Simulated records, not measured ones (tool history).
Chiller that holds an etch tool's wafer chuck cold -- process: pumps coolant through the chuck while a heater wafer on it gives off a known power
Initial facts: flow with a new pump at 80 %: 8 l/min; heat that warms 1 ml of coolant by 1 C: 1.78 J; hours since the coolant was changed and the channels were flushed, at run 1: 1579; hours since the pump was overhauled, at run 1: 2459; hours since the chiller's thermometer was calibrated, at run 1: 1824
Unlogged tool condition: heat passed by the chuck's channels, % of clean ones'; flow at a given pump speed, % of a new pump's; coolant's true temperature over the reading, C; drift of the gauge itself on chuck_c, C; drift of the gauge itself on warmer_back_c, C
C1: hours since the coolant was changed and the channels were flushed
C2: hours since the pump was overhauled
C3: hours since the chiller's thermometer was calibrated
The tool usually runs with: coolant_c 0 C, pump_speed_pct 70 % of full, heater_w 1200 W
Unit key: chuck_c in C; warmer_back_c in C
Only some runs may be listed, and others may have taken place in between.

{"run": 1, "hour": 0.0, "coolant_c": 0, "pump_speed_pct": 70, "heater_w": 1200, "C1": 1579, "C2": 2459, "C3": 1824, "chuck_c": 16.7, "warmer_back_c": 5.81}
{"run": 2, "hour": 136.2, "coolant_c": 0, "pump_speed_pct": 85, "heater_w": 1200, "C1": 1716, "C2": 2595, "C3": 1960, "chuck_c": 14.1, "warmer_back_c": 4.77}
{"run": 3, "hour": 267.7, "coolant_c": 0, "pump_speed_pct": 85, "heater_w": 1200, "C1": 1847, "C2": 2727, "C3": 2092, "chuck_c": 14.2, "warmer_back_c": 4.72}
{"run": 4, "hour": 362.9, "coolant_c": 0, "pump_speed_pct": 70, "heater_w": 1200, "C1": 1942, "C2": 2822, "C3": 2187, "chuck_c": 16.8, "warmer_back_c": 5.73}
{"run": 5, "hour": 531.8, "coolant_c": 0, "pump_speed_pct": 70, "heater_w": 1200, "C1": 2111, "C2": 2991, "C3": 2356, "chuck_c": 16.7, "warmer_back_c": 5.73}
{"run": 6, "hour": 740.5, "coolant_c": 0, "pump_speed_pct": 70, "heater_w": 1200, "C1": 2320, "C2": 3199, "C3": 2565, "chuck_c": 16.8, "warmer_back_c": 5.88}
{"run": 7, "hour": 957.3, "coolant_c": 0, "pump_speed_pct": 70, "heater_w": 1200, "C1": 2537, "C2": 3416, "C3": 2781, "chuck_c": 16.5, "warmer_back_c": 5.83}
{"run": 8, "hour": 1157.9, "coolant_c": 0, "pump_speed_pct": 70, "heater_w": 1444, "C1": 2737, "C2": 3617, "C3": 2982, "chuck_c": 20.4, "warmer_back_c": 6.97}
{"run": 9, "hour": 1259.2, "coolant_c": 0, "pump_speed_pct": 70, "heater_w": 1444, "C1": 2839, "C2": 3718, "C3": 3083, "chuck_c": 20.1, "warmer_back_c": 6.93}
{"run": 10, "hour": 1433.3, "coolant_c": -1, "pump_speed_pct": 70, "heater_w": 1596, "C1": 3013, "C2": 3892, "C3": 3258, "chuck_c": 21.5, "warmer_back_c": 7.67}
{"run": 11, "hour": 1632.7, "coolant_c": -1, "pump_speed_pct": 70, "heater_w": 1596, "C1": 3212, "C2": 4092, "C3": 3457, "chuck_c": 21.4, "warmer_back_c": 7.75}
{"run": 12, "hour": 1807.0, "coolant_c": 8, "pump_speed_pct": 66, "heater_w": 852, "C1": 3387, "C2": 4266, "C3": 3631, "chuck_c": 20.6, "warmer_back_c": 4.33}
{"run": 13, "hour": 1988.5, "coolant_c": 0, "pump_speed_pct": 97, "heater_w": 1336, "C1": 3568, "C2": 4447, "C3": 3813, "chuck_c": 13.9, "warmer_back_c": 4.57}
{"run": 14, "hour": 2179.2, "coolant_c": -4, "pump_speed_pct": 78, "heater_w": 816, "C1": 3759, "C2": 4638, "C3": 4003, "chuck_c": 6.5, "warmer_back_c": 3.51}
{"run": 15, "hour": 2308.7, "coolant_c": 7, "pump_speed_pct": 66, "heater_w": 1200, "C1": 3888, "C2": 4767, "C3": 4133, "chuck_c": 24.7, "warmer_back_c": 6.15}
{"run": 16, "hour": 2486.5, "coolant_c": -5, "pump_speed_pct": 84, "heater_w": 1144, "C1": 4066, "C2": 4945, "C3": 4311, "chuck_c": 8.8, "warmer_back_c": 4.6}
{"run": 17, "hour": 2598.9, "coolant_c": -3, "pump_speed_pct": 70, "heater_w": 1200, "C1": 4178, "C2": 5058, "C3": 4423, "chuck_c": 13.9, "warmer_back_c": 5.76}
{"hour": 2735.1, "done": "chiller's thermometer calibrated"}
{"run": 18, "hour": 2735.1, "coolant_c": -3, "pump_speed_pct": 70, "heater_w": 1200, "C1": 4314, "C2": 5193, "C3": 0, "chuck_c": 14, "warmer_back_c": 5.74}

What if the next run were any one of these 4? Each begins from the tool's condition after run 18:
{"run": "A", "hour": 2934.2, "coolant_c": 4, "pump_speed_pct": 76, "heater_w": 1724, "C1": 4513, "C2": 5392, "C3": 199, "chuck_c": "?", "warmer_back_c": "?"}
{"run": "B", "hour": 2934.2, "coolant_c": 0, "pump_speed_pct": 65, "heater_w": 1200, "C1": 4513, "C2": 5392, "C3": 199, "chuck_c": "?", "warmer_back_c": "?"}
{"run": "C", "hour": 2934.2, "coolant_c": 0, "pump_speed_pct": 89, "heater_w": 1200, "C1": 4513, "C2": 5392, "C3": 199, "chuck_c": "?", "warmer_back_c": "?"}
{"run": "D", "hour": 2934.2, "coolant_c": 8, "pump_speed_pct": 70, "heater_w": 1200, "C1": 4513, "C2": 5392, "C3": 199, "chuck_c": "?", "warmer_back_c": "?"}

run=A chuck_c=26.4 warmer_back_c=7.65
run=B chuck_c=18 warmer_back_c=6.2
run=C chuck_c=13.9 warmer_back_c=4.54
run=D chuck_c=24.7 warmer_back_c=5.73
Without the tool's hidden state the same runs would have given:
run=A chuck_c=26.3 warmer_back_c=7.64
run=B chuck_c=18 warmer_back_c=6.2
run=C chuck_c=13.9 warmer_back_c=4.54
run=D chuck_c=24.7 warmer_back_c=5.73

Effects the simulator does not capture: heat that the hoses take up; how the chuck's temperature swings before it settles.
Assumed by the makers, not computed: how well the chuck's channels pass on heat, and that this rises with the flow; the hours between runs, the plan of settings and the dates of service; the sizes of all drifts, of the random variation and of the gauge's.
